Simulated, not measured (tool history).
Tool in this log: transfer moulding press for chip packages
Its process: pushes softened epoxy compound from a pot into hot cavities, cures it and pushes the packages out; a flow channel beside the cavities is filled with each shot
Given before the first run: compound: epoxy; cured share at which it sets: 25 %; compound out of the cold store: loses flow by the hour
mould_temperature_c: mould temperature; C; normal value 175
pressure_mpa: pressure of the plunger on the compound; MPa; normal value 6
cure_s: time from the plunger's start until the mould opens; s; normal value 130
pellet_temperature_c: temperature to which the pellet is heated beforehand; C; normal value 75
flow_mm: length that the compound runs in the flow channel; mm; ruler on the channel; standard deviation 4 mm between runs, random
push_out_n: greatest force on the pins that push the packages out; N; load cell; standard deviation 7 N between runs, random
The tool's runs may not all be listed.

run	day	mould_temperature_c	pressure_mpa	cure_s	pellet_temperature_c	incoming compound's hours out of the cold store	flow_mm	push_out_n
1	0	175	6	130	75	36.7	669	475
2	0.75	175	4.51	130	75	28	612	523
3	1.371	175	4.51	130	75	37.1	573	532
# day 2.454: cavities cleaned with cleaning compound and waxed
4	2.775	175	4.51	130	75	22.7	639	319
5	3.992	175	4.51	126	75	20	645	432
6	5.088	175	5.45	130	75	40.7	613	471
7	6.321	175	6	130	75	46.3	610	541
8	7.05	175	6	130	75	13.1	774	533
# day 7.567: cavities cleaned with cleaning compound and waxed
9	7.771	175	6	130	75	17.9	744	299
10	9.112	175	6	130	75	41.7	623	415
11	10.075	175	6	130	75	35.1	651	484
12	10.979	175	6	130	75	40.1	618	526
13	11.9	175	6	130	67	32.3	659	554
# day 12.058: mould's thermocouples calibrated
# day 12.758: cavities cleaned with cleaning compound and waxed
14	13.296	171	6	130	67	39.7	628	367
15	14.3	171	6	130	67	9.2	787	457
16	15.083	175	7.17	130	75	18.4	786	466
17	16.483	175	7.17	130	75	43.8	642	533
18	17.138	175	7.17	161	68	8.7	833	523
# day 17.925: cavities cleaned with cleaning compound and waxed
19	18.308	174	6	112	67	38.6	613	363
# day 19.233: plunger's sealing rings changed
20	19.379	175	6	155	68	38.4	671	387
21	20.154	175	5.3	130	74	20.2	726	446
# day 20.9: mould's thermocouples calibrated, once more
22	21.258	175	4.92	152	74	9.6	762	508
23	22.075	179	6	134	75	29.4	704	532
# day 23.246: cavities cleaned with cleaning compound and waxed
24	23.246	178	6	130	75	11.1	811	280
25	24.462	175	6	130	83	10	819	410
26	25.688	183	5.85	146	83	17	738	454
27	26.942	183	5.85	146	83	44.4	605	486

Each row is a separate what-if for the run after 27, all from the same tool condition, not one after another. Results?
# day 28.346: cavities cleaned with cleaning compound and waxed
A	28.346	173	6.58	130	83	18	?	?
# day 28.346: cavities cleaned with cleaning compound and waxed
B	28.346	167	5.45	130	75	22.6	?	?
# day 28.346: cavities cleaned with cleaning compound and waxed
C	28.346	172	6	130	75	9.9	?	?

run	flow_mm	push_out_n
A	810	302
B	734	404
C	822	327
Had the tool no hidden state, the same runs would have come out as:
run	flow_mm	push_out_n
A	839	297
B	761	404
C	852	323
